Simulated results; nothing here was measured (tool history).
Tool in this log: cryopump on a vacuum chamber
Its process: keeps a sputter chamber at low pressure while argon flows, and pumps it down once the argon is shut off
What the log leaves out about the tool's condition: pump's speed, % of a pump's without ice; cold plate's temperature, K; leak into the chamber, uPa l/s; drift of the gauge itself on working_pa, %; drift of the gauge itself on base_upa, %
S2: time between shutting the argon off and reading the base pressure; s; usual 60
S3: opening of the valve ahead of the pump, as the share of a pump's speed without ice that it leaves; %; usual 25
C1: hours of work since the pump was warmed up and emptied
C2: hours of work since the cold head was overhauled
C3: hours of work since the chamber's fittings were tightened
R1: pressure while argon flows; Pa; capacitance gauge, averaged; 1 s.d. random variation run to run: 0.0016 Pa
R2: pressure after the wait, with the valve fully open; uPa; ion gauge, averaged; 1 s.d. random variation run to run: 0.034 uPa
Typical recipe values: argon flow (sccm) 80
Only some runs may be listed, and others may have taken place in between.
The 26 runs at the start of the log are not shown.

Run 27, hour 639.5: usual settings but argon flow (sccm) 53, S2 173 s, S3 49 %; C1 529; C2 529; C3 516. Result: R1 0.1394 Pa, R2 1.10 uPa.
Run 28, hour 670.0: usual settings but argon flow (sccm) 40, S2 95 s, S3 22 %; C1 549; C2 549; C3 536. Result: R1 0.2285 Pa, R2 1.54 uPa.
Run 29, hour 698.5: usual settings but argon flow (sccm) 99, S2 150 s, S3 57 %; C1 567; C2 567; C3 555. Result: R1 0.2287 Pa, R2 1.20 uPa.
Run 30, hour 716.3: usual settings but argon flow (sccm) 121, S3 48 %; C1 579; C2 579; C3 566. Result: R1 0.3302 Pa, R2 2.14 uPa.
Run 31, hour 743.3: usual settings but argon flow (sccm) 121, S3 48 %; C1 596; C2 596; C3 583. Result: R1 0.3304 Pa, R2 2.22 uPa.
Run 32, hour 760.8: usual settings but argon flow (sccm) 35, S3 17 %; C1 608; C2 608; C3 595. Result: R1 0.2568 Pa, R2 2.18 uPa.
Run 33, hour 787.6: usual settings but argon flow (sccm) 60, S2 45 s; C1 625; C2 625; C3 612. Result: R1 0.3033 Pa, R2 2.80 uPa.
Run 34, hour 818.6: usual settings but argon flow (sccm) 60, S2 45 s; C1 645; C2 645; C3 632. Result: R1 0.3040 Pa, R2 2.73 uPa.

Each row is a separate what-if for the run after 34, all from the same tool condition, not one after another. Results?
Run A, hour 841.2: usual settings but S3 41 %; C1 659; C2 659; C3 647. Result: R1 ?, R2 ?.
Run B, hour 841.2: usual settings but argon flow (sccm) 48, S2 248 s, S3 39 %; C1 659; C2 659; C3 647. Result: R1 ?, R2 ?.
Run C, hour 841.2: usual settings but argon flow (sccm) 87, S2 157 s, S3 47 %; C1 659; C2 659; C3 647. Result: R1 ?, R2 ?.
Run D, hour 841.2: usual settings but argon flow (sccm) 60, S2 62 s, S3 23 %; C1 659; C2 659; C3 647. Result: R1 ?, R2 ?.

run      R1    R2
  A  0.2534  2.18
  B  0.1590  1.00
  C  0.2438  1.29
  D  0.3296  2.21
What these runs would have given with no unlogged condition in the tool:
run      R1    R2
  A  0.2344  1.80
  B  0.1476  0.60
  C  0.2231  0.88
  D  0.3152  1.81

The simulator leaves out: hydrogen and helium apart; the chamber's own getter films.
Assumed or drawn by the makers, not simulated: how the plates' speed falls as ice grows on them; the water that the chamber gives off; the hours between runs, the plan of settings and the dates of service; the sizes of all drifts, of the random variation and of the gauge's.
